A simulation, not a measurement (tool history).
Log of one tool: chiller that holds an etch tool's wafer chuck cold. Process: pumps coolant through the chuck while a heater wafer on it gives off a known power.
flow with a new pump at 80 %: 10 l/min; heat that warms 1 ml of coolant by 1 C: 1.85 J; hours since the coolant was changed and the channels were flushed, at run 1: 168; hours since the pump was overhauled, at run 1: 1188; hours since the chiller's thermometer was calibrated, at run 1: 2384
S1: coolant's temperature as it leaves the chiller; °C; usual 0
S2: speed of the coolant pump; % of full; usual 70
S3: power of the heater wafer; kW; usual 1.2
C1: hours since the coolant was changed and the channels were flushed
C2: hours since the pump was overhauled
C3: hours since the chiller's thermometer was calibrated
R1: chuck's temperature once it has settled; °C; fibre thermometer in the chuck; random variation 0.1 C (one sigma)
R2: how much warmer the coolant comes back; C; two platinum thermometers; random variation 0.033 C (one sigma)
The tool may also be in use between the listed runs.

run   hour  S1  S2     S3   C1    C2    C3    R1    R2
  1      0   0  70    1.2  168  1188  2384  14.5  4.58
  2   21.1  10  70    1.2  189  1209  2405  24.7   4.5
  3   39.5  10  70    1.2  208  1227  2423  24.7  4.56
  4   54.8   0  70  0.753  223  1243  2439   9.1  2.88
  5   71.4   0  70  0.753  240  1259  2455   9.1  2.89
  6   88.7   0  70  1.029  257  1277  2473  12.5  3.93
  7  107.6   0  70    1.2  276  1296  2491  14.7  4.57
  8  139.1   0  70  1.222  307  1327  2523  14.9  4.61
  9  167.5   0  64  1.222  336  1355  2551  15.8  5.07
 10  188.6   0  64  1.222  357  1377  2572  15.7  5.14
 11  217.4   0  64  1.222  386  1405  2601  15.8  5.08
 12  243.7   0  70  1.222  412  1432  2628    15  4.68
 13  271.1   9  91  0.832  439  1459  2655  17.6  2.45

5 ways to go on from here, each from the tool as it stands after run 13. What would each give?
  A  292.4   0  64  0.783  461  1480  2676   ?   ?
  B  292.4   8  70    1.2  461  1480  2676   ?   ?
  C  292.4  -1  77  1.101  461  1480  2676   ?   ?
  D  292.4  -2  70  1.643  461  1480  2676   ?   ?
  E  292.4  -9  91  0.624  461  1480  2676   ?   ?

run    R1    R2
  A   9.9  3.33
  B  22.7   4.6
  C  11.7   3.8
  D  18.4  6.31
  E  -2.5  1.86
Without the tool's hidden state the same runs would have given:
run    R1    R2
  A  10.1  3.26
  B  22.7   4.5
  C  11.8  3.71
  D  18.3  6.17
  E  -2.3  1.82
